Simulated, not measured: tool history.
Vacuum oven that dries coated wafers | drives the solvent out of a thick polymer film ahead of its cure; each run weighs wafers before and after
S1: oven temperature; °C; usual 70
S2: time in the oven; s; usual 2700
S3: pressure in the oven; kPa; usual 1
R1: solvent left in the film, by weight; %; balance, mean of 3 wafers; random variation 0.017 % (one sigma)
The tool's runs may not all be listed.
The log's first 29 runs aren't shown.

Run 30, hour 1500.4: usual settings but S1 64 °C, S2 3300 s, S3 0.74 kPa. Result: R1 2.38 %.
Run 31, hour 1541.9: usual settings but S1 84 °C, S2 1440 s. Result: R1 1.17 %.
Run 32, hour 1591.5: usual settings but S3 0.58 kPa. Result: R1 1.76 %.
Run 33, hour 1630.6: usual settings but S1 81 °C, S2 1380 s, S3 3.86 kPa. Result: R1 2.1 %.
Run 34, hour 1700.9: usual settings but S1 65 °C, S2 3360 s. Result: R1 2.13 %.
Run 35, hour 1761.1: usual settings but S1 81 °C, S2 1320 s. Result: R1 1.91 %.
Run 36, hour 1797: usual settings but S1 81 °C, S2 1320 s. Result: R1 1.88 %.
Run 37, hour 1869.1: usual settings but S2 4260 s, S3 1.1 kPa. Result: R1 0.8 %.
Run 38, hour 1943: usual settings but S1 72 °C, S3 2.52 kPa. Result: R1 1.69 %.
Run 39, hour 1987.6: usual settings but S1 74 °C, S2 2580 s, S3 1.81 kPa. Result: R1 1.36 %.
Run 40, hour 2030.6: usual settings but S1 64 °C, S2 4200 s, S3 0.98 kPa. Result: R1 1.68 %.
Run 41, hour 2101.3: usual settings but S1 67 °C, S2 2580 s, S3 2.93 kPa. Result: R1 2.95 %.
Run 42, hour 2162.5: usual settings but S1 67 °C, S2 2580 s, S3 2.93 kPa. Result: R1 2.94 %.
Run 43, hour 2192.6: usual settings but S1 57 °C, S2 2820 s, S3 0.53 kPa. Result: R1 4.77 %.
Run 44, hour 2249.7: usual settings but S1 58 °C, S2 1860 s, S3 0.75 kPa. Result: R1 6.15 %.
Run 45, hour 2307.8: usual settings but S1 80 °C, S2 2580 s, S3 1.09 kPa. Result: R1 0.54 %.
Run 46, hour 2346.9: usual settings but S1 80 °C, S2 2580 s, S3 1.09 kPa. Result: R1 0.55 %.
Run 47, hour 2385.8: usual settings but S2 3300 s. Result: R1 1.24 %.

4 ways to go on from here, each from the tool as it stands after run 47. What would each give?
Run A, hour 2444.4: usual settings but S2 2460 s, S3 1.86 kPa. Result: R1 ?.
Run B, hour 2444.4: usual settings. Result: R1 ?.
Run C, hour 2444.4: usual settings but S2 1560 s. Result: R1 ?.
Run D, hour 2444.4: usual settings but S1 69 °C, S2 3180 s, S3 1.22 kPa. Result: R1 ?.

run    R1
  A  2.21
  B  1.75
  C  3.74
  D  1.56
Without the tool's hidden state the same runs would have given:
run    R1
  A  2.38
  B  1.89
  C  3.98
  D  1.68

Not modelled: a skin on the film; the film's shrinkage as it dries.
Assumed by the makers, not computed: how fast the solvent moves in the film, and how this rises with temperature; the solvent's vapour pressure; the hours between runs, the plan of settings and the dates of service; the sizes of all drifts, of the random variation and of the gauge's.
